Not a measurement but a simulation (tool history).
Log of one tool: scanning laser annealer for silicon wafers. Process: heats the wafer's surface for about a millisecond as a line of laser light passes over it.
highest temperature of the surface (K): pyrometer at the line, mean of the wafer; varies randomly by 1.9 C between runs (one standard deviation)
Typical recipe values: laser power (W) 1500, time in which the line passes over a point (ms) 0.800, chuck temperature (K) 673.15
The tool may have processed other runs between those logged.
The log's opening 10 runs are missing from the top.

run	hour	laser power (W)	time in which the line passes over a point (ms)	chuck temperature (K)	hours of work since the window was cleaned	hours of work since the power meter was calibrated	hours of work since the optics were aligned	highest temperature of the surface (K)
11	70.4	1500	0.800	673.15	616	89	487	1394.15
12	78.1	1500	0.800	667.15	621	94	492	1389.15
13	85.0	1500	0.800	667.15	626	99	497	1387.15
14	88.9	1500	0.800	667.15	629	102	499	1389.15
15	98.0	1500	0.800	667.15	635	108	506	1390.15
16	102.3	1591	0.800	667.15	638	111	509	1445.15
17	107.0	1426	0.800	673.15	641	114	512	1347.15
18	111.9	1568	0.927	683.15	644	118	515	1512.15
19	121.4	1568	0.927	683.15	651	124	522	1512.15
20	129.0	1605	0.792	665.15	656	129	527	1443.15
21	137.0	1500	0.655	641.15	662	135	532	1281.15
# hour 139.8: window over the wafer cleaned
22	144.7	1625	0.950	686.15	3	139	536	1552.15
23	153.5	1366	0.710	706.15	9	145	542	1292.15
# hour 158.7: window over the wafer cleaned, once more
24	160.2	1511	0.800	673.15	1	148	546	1418.15
25	165.1	1647	0.826	673.15	4	151	549	1520.15
26	169.1	1431	0.896	654.15	7	154	552	1395.15
27	173.4	1537	0.563	673.15	10	157	555	1295.15
28	180.5	1373	0.563	673.15	15	162	560	1213.15
29	187.2	1373	0.563	673.15	20	167	564	1211.15
30	196.1	1606	0.827	653.15	26	173	570	1470.15
31	200.8	1346	0.561	664.15	29	176	574	1187.15

Forecast each of these 3 alternatives for the next run:
A	206.5	1412	0.561	664.15	33	180	578	?
B	206.5	1595	0.753	673.15	33	180	578	?
C	206.5	1439	0.985	693.15	33	180	578	?

run	highest temperature of the surface (K)
A	1220.15
B	1441.15
C	1481.15
What these runs would have given with no unlogged condition in the tool:
run	highest temperature of the surface (K)
A	1228.15
B	1452.15
C	1493.15
